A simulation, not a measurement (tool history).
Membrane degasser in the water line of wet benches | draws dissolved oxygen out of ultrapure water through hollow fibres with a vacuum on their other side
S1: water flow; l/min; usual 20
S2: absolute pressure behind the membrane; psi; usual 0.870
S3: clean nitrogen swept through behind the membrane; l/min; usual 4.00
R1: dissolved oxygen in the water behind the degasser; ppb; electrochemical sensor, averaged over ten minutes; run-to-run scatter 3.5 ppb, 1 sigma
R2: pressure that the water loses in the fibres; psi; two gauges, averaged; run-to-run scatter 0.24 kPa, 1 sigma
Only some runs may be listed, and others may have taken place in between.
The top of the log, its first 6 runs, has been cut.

run 7 hour=289.8 | S1=20 S2=0.870 S3=4.00 | R1=372.6 R2=9.403
run 8 hour=341.7 | S1=20 S2=0.870 S3=4.00 | R1=361.5 R2=9.423
run 9 hour=410.3 | S1=20 S2=0.599 S3=4.00 | R1=346.1 R2=9.397
run 10 hour=483.0 | S1=20 S2=0.870 S3=4.00 | R1=362.7 R2=9.394
run 11 hour=538.6 | S1=20 S2=0.870 S3=3.14 | R1=372.2 R2=9.382
run 12 hour=579.1 | S1=20 S2=0.870 S3=4.00 | R1=366.2 R2=9.398
run 13 hour=628.1 | S1=20 S2=0.870 S3=4.00 | R1=362.1 R2=9.419
run 14 hour=704.3 | S1=20 S2=0.870 S3=4.00 | R1=370.7 R2=9.449
run 15 hour=764.7 | S1=20 S2=0.870 S3=4.00 | R1=368.4 R2=9.419
run 16 hour=840.0 | S1=20 S2=0.870 S3=4.00 | R1=367.0 R2=9.425
run 17 hour=874.6 | S1=18 S2=0.870 S3=8.83 | R1=297.4 R2=8.437
run 18 hour=948.8 | S1=18 S2=0.870 S3=8.83 | R1=302.6 R2=8.560
run 19 hour=1006.4 | S1=16 S2=1.075 S3=4.00 | R1=281.9 R2=7.530
run 20 hour=1063.4 | S1=20 S2=0.819 S3=3.35 | R1=371.6 R2=9.401
run 21 hour=1116.5 | S1=30 S2=0.677 S3=5.04 | R1=608.5 R2=14.040
run 22 hour=1179.5 | S1=31 S2=0.937 S3=5.04 | R1=649.8 R2=14.553
run 23 hour=1212.3 | S1=27 S2=0.537 S3=4.33 | R1=515.9 R2=12.724
run 24 hour=1288.7 | S1=27 S2=0.537 S3=4.33 | R1=507.7 R2=12.756
run 25 hour=1327.6 | S1=20 S2=0.645 S3=2.32 | R1=365.7 R2=9.413
run 26 hour=1402.3 | S1=20 S2=0.645 S3=2.32 | R1=364.2 R2=9.417
run 27 hour=1435.0 | S1=20 S2=0.645 S3=2.32 | R1=363.7 R2=9.500

Forecast run 28:
run 28 hour=1486.2 | S1=20 S2=0.645 S3=2.32 | R1=? R2=?

{"run 28": {"R1": 359.9, "R2": 9.371}}
Had the tool carried no hidden state, the very same run would have given R1 337.8 ppb, R2 9.201 psi.
